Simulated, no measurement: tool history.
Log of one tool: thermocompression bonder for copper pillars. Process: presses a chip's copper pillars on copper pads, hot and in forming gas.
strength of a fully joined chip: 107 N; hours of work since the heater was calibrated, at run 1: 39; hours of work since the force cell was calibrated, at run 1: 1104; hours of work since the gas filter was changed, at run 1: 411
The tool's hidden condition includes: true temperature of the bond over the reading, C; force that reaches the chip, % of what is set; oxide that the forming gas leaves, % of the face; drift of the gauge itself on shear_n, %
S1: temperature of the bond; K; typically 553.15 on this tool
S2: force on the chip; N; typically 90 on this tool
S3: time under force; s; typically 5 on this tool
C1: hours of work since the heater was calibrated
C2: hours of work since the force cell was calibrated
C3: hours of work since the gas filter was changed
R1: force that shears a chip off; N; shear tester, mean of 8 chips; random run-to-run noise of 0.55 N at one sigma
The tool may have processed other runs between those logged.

{"run": 1, "hour": 0.0, "S1": 553.15, "S2": 90, "S3": 5, "C1": 39, "C2": 1104, "C3": 411, "R1": 53.9}
{"run": 2, "hour": 73.7, "S1": 553.15, "S2": 90, "S3": 5, "C1": 77, "C2": 1142, "C3": 450, "R1": 52.7}
{"run": 3, "hour": 118.1, "S1": 553.15, "S2": 90, "S3": 5, "C1": 101, "C2": 1165, "C3": 473, "R1": 52.9}
{"hour": 144.6, "done": "forming gas filter changed"}
{"run": 4, "hour": 194.7, "S1": 553.15, "S2": 90, "S3": 5, "C1": 141, "C2": 1205, "C3": 26, "R1": 57.4}
{"run": 5, "hour": 279.2, "S1": 553.15, "S2": 90, "S3": 5, "C1": 185, "C2": 1250, "C3": 71, "R1": 58.2}
{"run": 6, "hour": 364.5, "S1": 553.15, "S2": 90, "S3": 5, "C1": 230, "C2": 1294, "C3": 115, "R1": 56.7}
{"hour": 380.8, "done": "force cell calibrated"}
{"run": 7, "hour": 427.1, "S1": 553.15, "S2": 90, "S3": 5, "C1": 262, "C2": 24, "C3": 147, "R1": 56.1}
{"run": 8, "hour": 513.2, "S1": 553.15, "S2": 90, "S3": 5, "C1": 307, "C2": 69, "C3": 192, "R1": 55.2}
{"run": 9, "hour": 560.0, "S1": 553.15, "S2": 90, "S3": 12, "C1": 331, "C2": 94, "C3": 217, "R1": 71.6}
{"run": 10, "hour": 605.9, "S1": 553.15, "S2": 96, "S3": 5, "C1": 355, "C2": 118, "C3": 241, "R1": 55.4}
{"run": 11, "hour": 669.8, "S1": 553.15, "S2": 96, "S3": 5, "C1": 389, "C2": 151, "C3": 274, "R1": 56.0}
{"run": 12, "hour": 720.5, "S1": 579.15, "S2": 90, "S3": 5, "C1": 415, "C2": 178, "C3": 301, "R1": 64.3}
{"run": 13, "hour": 776.0, "S1": 553.15, "S2": 90, "S3": 5, "C1": 444, "C2": 207, "C3": 330, "R1": 53.3}
{"run": 14, "hour": 853.4, "S1": 553.15, "S2": 90, "S3": 3, "C1": 485, "C2": 248, "C3": 371, "R1": 43.7}
{"run": 15, "hour": 919.6, "S1": 553.15, "S2": 126, "S3": 3, "C1": 520, "C2": 282, "C3": 405, "R1": 52.5}
{"run": 16, "hour": 985.2, "S1": 553.15, "S2": 126, "S3": 3, "C1": 554, "C2": 317, "C3": 440, "R1": 51.5}
{"run": 17, "hour": 1054.4, "S1": 553.15, "S2": 126, "S3": 3, "C1": 590, "C2": 353, "C3": 476, "R1": 50.8}
{"hour": 1073.2, "done": "forming gas filter changed"}
{"run": 18, "hour": 1129.7, "S1": 553.15, "S2": 126, "S3": 3, "C1": 629, "C2": 392, "C3": 30, "R1": 55.3}
{"run": 19, "hour": 1193.6, "S1": 553.15, "S2": 126, "S3": 3, "C1": 663, "C2": 426, "C3": 63, "R1": 55.1}
{"run": 20, "hour": 1238.0, "S1": 553.15, "S2": 90, "S3": 3, "C1": 686, "C2": 449, "C3": 86, "R1": 46.1}
{"run": 21, "hour": 1324.7, "S1": 568.15, "S2": 63, "S3": 5, "C1": 732, "C2": 494, "C3": 132, "R1": 51.8}
{"run": 22, "hour": 1380.4, "S1": 568.15, "S2": 63, "S3": 5, "C1": 761, "C2": 524, "C3": 161, "R1": 51.7}
{"hour": 1396.0, "done": "heater calibrated with a thermocouple chip"}
{"run": 23, "hour": 1428.0, "S1": 579.15, "S2": 58, "S3": 3, "C1": 17, "C2": 547, "C3": 185, "R1": 46.6}
{"run": 24, "hour": 1468.5, "S1": 564.15, "S2": 58, "S3": 9, "C1": 38, "C2": 569, "C3": 206, "R1": 59.8}
{"run": 25, "hour": 1509.0, "S1": 537.15, "S2": 68, "S3": 5, "C1": 59, "C2": 590, "C3": 227, "R1": 42.2}
{"run": 26, "hour": 1576.5, "S1": 529.15, "S2": 110, "S3": 12, "C1": 95, "C2": 625, "C3": 263, "R1": 66.2}
{"run": 27, "hour": 1641.5, "S1": 539.15, "S2": 134, "S3": 5, "C1": 129, "C2": 659, "C3": 297, "R1": 60.1}
{"run": 28, "hour": 1699.7, "S1": 580.15, "S2": 134, "S3": 7, "C1": 159, "C2": 690, "C3": 327, "R1": 81.3}
{"run": 29, "hour": 1740.3, "S1": 553.15, "S2": 92, "S3": 3, "C1": 180, "C2": 711, "C3": 349, "R1": 45.1}
{"run": 30, "hour": 1807.8, "S1": 553.15, "S2": 78, "S3": 3, "C1": 216, "C2": 746, "C3": 384, "R1": 42.0}
{"run": 31, "hour": 1853.3, "S1": 553.15, "S2": 78, "S3": 3, "C1": 240, "C2": 770, "C3": 408, "R1": 41.1}
{"run": 32, "hour": 1898.4, "S1": 544.15, "S2": 73, "S3": 13, "C1": 263, "C2": 794, "C3": 431, "R1": 59.3}
{"run": 33, "hour": 1940.3, "S1": 573.15, "S2": 71, "S3": 6, "C1": 285, "C2": 816, "C3": 453, "R1": 57.1}
{"hour": 2004.1, "done": "forming gas filter changed"}
{"run": 34, "hour": 2022.7, "S1": 573.15, "S2": 110, "S3": 6, "C1": 328, "C2": 859, "C3": 10, "R1": 76.5}
{"run": 35, "hour": 2103.8, "S1": 577.15, "S2": 122, "S3": 6, "C1": 371, "C2": 901, "C3": 52, "R1": 81.1}
{"run": 36, "hour": 2164.6, "S1": 525.15, "S2": 86, "S3": 3, "C1": 403, "C2": 933, "C3": 84, "R1": 34.3}
{"run": 37, "hour": 2202.8, "S1": 540.15, "S2": 119, "S3": 11, "C1": 423, "C2": 953, "C3": 104, "R1": 74.2}
{"run": 38, "hour": 2247.0, "S1": 540.15, "S2": 119, "S3": 11, "C1": 446, "C2": 976, "C3": 127, "R1": 71.8}
{"run": 39, "hour": 2320.4, "S1": 553.15, "S2": 68, "S3": 8, "C1": 484, "C2": 1015, "C3": 166, "R1": 56.5}
{"run": 40, "hour": 2376.9, "S1": 553.15, "S2": 68, "S3": 8, "C1": 514, "C2": 1044, "C3": 195, "R1": 55.5}

What if the next run were any one of these 3? Each begins from the tool's condition after run 40:
{"run": "A", "hour": 2419.9, "S1": 580.15, "S2": 92, "S3": 3, "C1": 536, "C2": 1067, "C3": 218, "R1": "?"}
{"run": "B", "hour": 2419.9, "S1": 582.15, "S2": 70, "S3": 5, "C1": 536, "C2": 1067, "C3": 218, "R1": "?"}
{"run": "C", "hour": 2419.9, "S1": 553.15, "S2": 68, "S3": 11, "C1": 536, "C2": 1067, "C3": 218, "R1": "?"}

run=A R1=57.2
run=B R1=60.1
run=C R1=61.4
Take away the tool's hidden state, keep each run's random variation, and the runs would have read:
run=A R1=60.5
run=B R1=63.5
run=C R1=65.0

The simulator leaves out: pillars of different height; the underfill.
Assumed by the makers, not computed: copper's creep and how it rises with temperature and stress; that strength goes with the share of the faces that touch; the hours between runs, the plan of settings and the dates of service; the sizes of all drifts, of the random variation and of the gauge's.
